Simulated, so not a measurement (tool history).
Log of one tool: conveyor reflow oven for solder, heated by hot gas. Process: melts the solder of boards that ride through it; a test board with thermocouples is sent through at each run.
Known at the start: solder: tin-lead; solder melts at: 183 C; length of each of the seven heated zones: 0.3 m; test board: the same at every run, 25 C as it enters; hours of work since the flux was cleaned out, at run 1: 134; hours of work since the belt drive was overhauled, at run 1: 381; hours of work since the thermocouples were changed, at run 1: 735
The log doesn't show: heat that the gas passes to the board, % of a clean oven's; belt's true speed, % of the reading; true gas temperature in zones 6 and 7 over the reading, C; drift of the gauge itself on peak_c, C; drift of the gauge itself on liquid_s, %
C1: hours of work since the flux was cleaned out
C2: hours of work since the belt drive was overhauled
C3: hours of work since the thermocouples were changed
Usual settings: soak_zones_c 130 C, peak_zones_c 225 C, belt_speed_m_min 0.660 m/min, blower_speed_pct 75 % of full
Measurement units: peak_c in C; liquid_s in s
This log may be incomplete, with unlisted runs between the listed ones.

{"run": 1, "day": 0.0, "soak_zones_c": 130, "peak_zones_c": 225, "belt_speed_m_min": 0.66, "blower_speed_pct": 75, "C1": 134, "C2": 381, "C3": 735, "peak_c": 214.1, "liquid_s": 38.4}
{"run": 2, "day": 0.779, "soak_zones_c": 126, "peak_zones_c": 225, "belt_speed_m_min": 0.66, "blower_speed_pct": 75, "C1": 145, "C2": 393, "C3": 746, "peak_c": 213.2, "liquid_s": 36.8}
{"run": 3, "day": 1.417, "soak_zones_c": 126, "peak_zones_c": 225, "belt_speed_m_min": 0.66, "blower_speed_pct": 75, "C1": 154, "C2": 402, "C3": 755, "peak_c": 213.0, "liquid_s": 36.7}
{"run": 4, "day": 2.421, "soak_zones_c": 126, "peak_zones_c": 225, "belt_speed_m_min": 0.66, "blower_speed_pct": 75, "C1": 169, "C2": 416, "C3": 770, "peak_c": 212.9, "liquid_s": 36.7}
{"run": 5, "day": 2.896, "soak_zones_c": 130, "peak_zones_c": 225, "belt_speed_m_min": 0.66, "blower_speed_pct": 75, "C1": 176, "C2": 423, "C3": 777, "peak_c": 214.2, "liquid_s": 37.7}
{"run": 6, "day": 3.842, "soak_zones_c": 130, "peak_zones_c": 225, "belt_speed_m_min": 0.688, "blower_speed_pct": 75, "C1": 189, "C2": 437, "C3": 791, "peak_c": 212.2, "liquid_s": 35.6}
{"run": 7, "day": 4.617, "soak_zones_c": 130, "peak_zones_c": 225, "belt_speed_m_min": 0.66, "blower_speed_pct": 75, "C1": 201, "C2": 448, "C3": 802, "peak_c": 213.8, "liquid_s": 38.3}
{"run": 8, "day": 5.467, "soak_zones_c": 130, "peak_zones_c": 225, "belt_speed_m_min": 0.66, "blower_speed_pct": 71, "C1": 213, "C2": 460, "C3": 814, "peak_c": 213.3, "liquid_s": 37.1}
{"run": 9, "day": 5.992, "soak_zones_c": 130, "peak_zones_c": 225, "belt_speed_m_min": 0.66, "blower_speed_pct": 71, "C1": 220, "C2": 468, "C3": 822, "peak_c": 212.7, "liquid_s": 37.5}
{"day": 6.642, "done": "flux residue cleaned out of gas plates and filters"}
{"run": 10, "day": 7.333, "soak_zones_c": 130, "peak_zones_c": 225, "belt_speed_m_min": 0.66, "blower_speed_pct": 76, "C1": 10, "C2": 484, "C3": 838, "peak_c": 215.3, "liquid_s": 39.5}
{"run": 11, "day": 8.246, "soak_zones_c": 130, "peak_zones_c": 225, "belt_speed_m_min": 0.66, "blower_speed_pct": 76, "C1": 23, "C2": 498, "C3": 851, "peak_c": 215.2, "liquid_s": 39.3}
{"run": 12, "day": 9.325, "soak_zones_c": 130, "peak_zones_c": 225, "belt_speed_m_min": 0.66, "blower_speed_pct": 76, "C1": 39, "C2": 513, "C3": 867, "peak_c": 215.4, "liquid_s": 39.2}
{"run": 13, "day": 10.388, "soak_zones_c": 130, "peak_zones_c": 225, "belt_speed_m_min": 0.66, "blower_speed_pct": 76, "C1": 54, "C2": 529, "C3": 882, "peak_c": 215.4, "liquid_s": 39.4}
{"run": 14, "day": 11.525, "soak_zones_c": 130, "peak_zones_c": 225, "belt_speed_m_min": 0.66, "blower_speed_pct": 76, "C1": 71, "C2": 545, "C3": 899, "peak_c": 215.4, "liquid_s": 39.2}
{"run": 15, "day": 12.029, "soak_zones_c": 130, "peak_zones_c": 225, "belt_speed_m_min": 0.66, "blower_speed_pct": 75, "C1": 78, "C2": 552, "C3": 906, "peak_c": 214.7, "liquid_s": 39.2}
{"run": 16, "day": 13.067, "soak_zones_c": 130, "peak_zones_c": 225, "belt_speed_m_min": 0.66, "blower_speed_pct": 75, "C1": 93, "C2": 567, "C3": 921, "peak_c": 214.7, "liquid_s": 38.9}
{"run": 17, "day": 13.858, "soak_zones_c": 142, "peak_zones_c": 223, "belt_speed_m_min": 0.66, "blower_speed_pct": 67, "C1": 104, "C2": 579, "C3": 933, "peak_c": 214.0, "liquid_s": 41.4}
{"run": 18, "day": 14.408, "soak_zones_c": 126, "peak_zones_c": 223, "belt_speed_m_min": 0.691, "blower_speed_pct": 67, "C1": 112, "C2": 587, "C3": 941, "peak_c": 209.9, "liquid_s": 32.9}
{"run": 19, "day": 15.246, "soak_zones_c": 126, "peak_zones_c": 223, "belt_speed_m_min": 0.691, "blower_speed_pct": 67, "C1": 125, "C2": 599, "C3": 953, "peak_c": 209.7, "liquid_s": 33.0}
{"run": 20, "day": 15.804, "soak_zones_c": 140, "peak_zones_c": 224, "belt_speed_m_min": 0.742, "blower_speed_pct": 56, "C1": 133, "C2": 607, "C3": 961, "peak_c": 208.9, "liquid_s": 32.3}
{"run": 21, "day": 16.833, "soak_zones_c": 142, "peak_zones_c": 225, "belt_speed_m_min": 0.66, "blower_speed_pct": 62, "C1": 148, "C2": 622, "C3": 976, "peak_c": 214.4, "liquid_s": 41.4}
{"run": 22, "day": 17.417, "soak_zones_c": 142, "peak_zones_c": 229, "belt_speed_m_min": 0.66, "blower_speed_pct": 62, "C1": 156, "C2": 630, "C3": 984, "peak_c": 218.4, "liquid_s": 43.6}
{"run": 23, "day": 18.162, "soak_zones_c": 130, "peak_zones_c": 227, "belt_speed_m_min": 0.67, "blower_speed_pct": 80, "C1": 167, "C2": 641, "C3": 995, "peak_c": 216.2, "liquid_s": 39.3}
{"run": 24, "day": 18.65, "soak_zones_c": 120, "peak_zones_c": 236, "belt_speed_m_min": 0.66, "blower_speed_pct": 75, "C1": 174, "C2": 648, "C3": 1002, "peak_c": 222.9, "liquid_s": 40.8}
{"run": 25, "day": 19.517, "soak_zones_c": 120, "peak_zones_c": 219, "belt_speed_m_min": 0.66, "blower_speed_pct": 75, "C1": 186, "C2": 661, "C3": 1014, "peak_c": 207.9, "liquid_s": 32.2}
{"run": 26, "day": 20.417, "soak_zones_c": 129, "peak_zones_c": 221, "belt_speed_m_min": 0.712, "blower_speed_pct": 75, "C1": 199, "C2": 674, "C3": 1028, "peak_c": 208.6, "liquid_s": 31.5}
{"run": 27, "day": 21.483, "soak_zones_c": 129, "peak_zones_c": 221, "belt_speed_m_min": 0.712, "blower_speed_pct": 75, "C1": 215, "C2": 689, "C3": 1043, "peak_c": 208.2, "liquid_s": 31.7}
{"day": 22.546, "done": "flux residue cleaned out of gas plates and filters"}
{"run": 28, "day": 22.667, "soak_zones_c": 129, "peak_zones_c": 221, "belt_speed_m_min": 0.712, "blower_speed_pct": 75, "C1": 2, "C2": 703, "C3": 1057, "peak_c": 209.6, "liquid_s": 33.5}
{"day": 23.658, "done": "thermocouples of zones 6 and 7 changed"}
{"run": 29, "day": 23.85, "soak_zones_c": 126, "peak_zones_c": 225, "belt_speed_m_min": 0.66, "blower_speed_pct": 66, "C1": 18, "C2": 719, "C3": 3, "peak_c": 210.9, "liquid_s": 35.4}
{"run": 30, "day": 24.875, "soak_zones_c": 126, "peak_zones_c": 225, "belt_speed_m_min": 0.66, "blower_speed_pct": 66, "C1": 33, "C2": 734, "C3": 18, "peak_c": 210.8, "liquid_s": 36.0}

The same runs without the tool's hidden state, with the same run-to-run variation:
run=1 peak_c=212.9 liquid_s=37.5
run=2 peak_c=212.2 liquid_s=36.0
run=3 peak_c=212.0 liquid_s=36.0
run=4 peak_c=212.0 liquid_s=36.0
run=5 peak_c=213.2 liquid_s=37.0
run=6 peak_c=211.4 liquid_s=35.1
run=7 peak_c=213.0 liquid_s=37.7
run=8 peak_c=212.6 liquid_s=36.5
run=9 peak_c=212.0 liquid_s=37.0
run=10 peak_c=212.7 liquid_s=37.5
run=11 peak_c=212.7 liquid_s=37.4
run=12 peak_c=213.0 liquid_s=37.4
run=13 peak_c=213.1 liquid_s=37.6
run=14 peak_c=213.2 liquid_s=37.4
run=15 peak_c=212.5 liquid_s=37.5
run=16 peak_c=212.6 liquid_s=37.3
run=17 peak_c=211.8 liquid_s=39.6
run=18 peak_c=207.9 liquid_s=31.2
run=19 peak_c=207.9 liquid_s=31.4
run=20 peak_c=207.1 liquid_s=30.6
run=21 peak_c=212.4 liquid_s=39.7
run=22 peak_c=216.5 liquid_s=42.0
run=23 peak_c=214.6 liquid_s=38.0
run=24 peak_c=221.4 liquid_s=39.6
run=25 peak_c=206.3 liquid_s=30.9
run=26 peak_c=207.2 liquid_s=30.4
run=27 peak_c=206.9 liquid_s=30.6
run=28 peak_c=206.3 liquid_s=30.7
run=29 peak_c=210.9 liquid_s=34.6
run=30 peak_c=210.9 liquid_s=35.3
